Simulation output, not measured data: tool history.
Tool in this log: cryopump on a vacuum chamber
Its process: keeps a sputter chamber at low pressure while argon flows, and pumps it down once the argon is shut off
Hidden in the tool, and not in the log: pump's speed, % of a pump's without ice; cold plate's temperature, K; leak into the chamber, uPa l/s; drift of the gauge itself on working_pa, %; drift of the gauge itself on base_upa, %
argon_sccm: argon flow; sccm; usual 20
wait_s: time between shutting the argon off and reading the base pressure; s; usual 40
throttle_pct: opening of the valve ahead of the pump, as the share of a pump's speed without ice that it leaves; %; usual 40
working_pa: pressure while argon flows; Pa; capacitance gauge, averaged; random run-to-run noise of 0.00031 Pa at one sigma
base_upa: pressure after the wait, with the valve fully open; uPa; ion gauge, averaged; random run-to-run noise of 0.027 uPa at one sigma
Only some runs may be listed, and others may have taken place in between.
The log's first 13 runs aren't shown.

run,hour,argon_sccm,wait_s,throttle_pct,hours of work since the pump was warmed up and emptied,hours of work since the cold head was overhauled,hours of work since the chamber's fittings were tightened,working_pa,base_upa
14,245.8,20,40,40,569,569,1170,0.0633,2.26
15,266.7,20,234,40,586,586,1187,0.0632,1.01
16,286.7,20,234,40,602,602,1203,0.0637,1
# hour 299.1: leaking fittings of the chamber tightened, without venting
17,314.9,20,234,40,623,623,13,0.0636,0.52
18,338.4,10,105,21,642,642,32,0.06,0.81
19,359.6,10,105,21,659,659,49,0.0596,0.84
20,374.6,39,131,21,671,671,61,0.2327,0.73
21,394.5,20,31,40,687,687,77,0.0636,2.3
22,420.7,20,51,23,708,708,98,0.1099,1.48
23,439.5,20,89,32,724,724,113,0.0794,0.94
24,458.5,17,128,15,739,739,129,0.1417,0.78
25,485.5,38,40,20,761,761,150,0.239,1.84
26,499.3,38,76,40,772,772,161,0.1215,1.13
27,522.4,19,200,29,790,790,180,0.0834,0.62
28,548.7,19,200,29,811,811,201,0.0828,0.63
29,574.4,25,102,53,832,832,222,0.0614,0.96
30,598.8,26,172,17,852,852,242,0.1916,0.67
31,622.7,34,47,40,871,871,261,0.1095,1.7
32,643.9,25,104,40,888,888,278,0.0801,0.98
33,658.4,25,104,40,900,900,290,0.0799,0.97
34,679.5,27,47,20,917,917,307,0.1698,1.68

What if the next run were any one of these 4? Each begins from the tool's condition after run 34:
A,698.1,27,26,21,932,932,322,?,?
B,698.1,22,57,44,932,932,322,?,?
C,698.1,28,47,20,932,932,322,?,?
D,698.1,14,47,20,932,932,322,?,?

run,working_pa,base_upa
A,0.1613,2.75
B,0.0651,1.48
C,0.1767,1.74
D,0.0881,1.7
With no hidden state in the tool, these same runs would have given:
run,working_pa,base_upa
A,0.157,2.56
B,0.0616,1.3
C,0.1722,1.56
D,0.0859,1.52
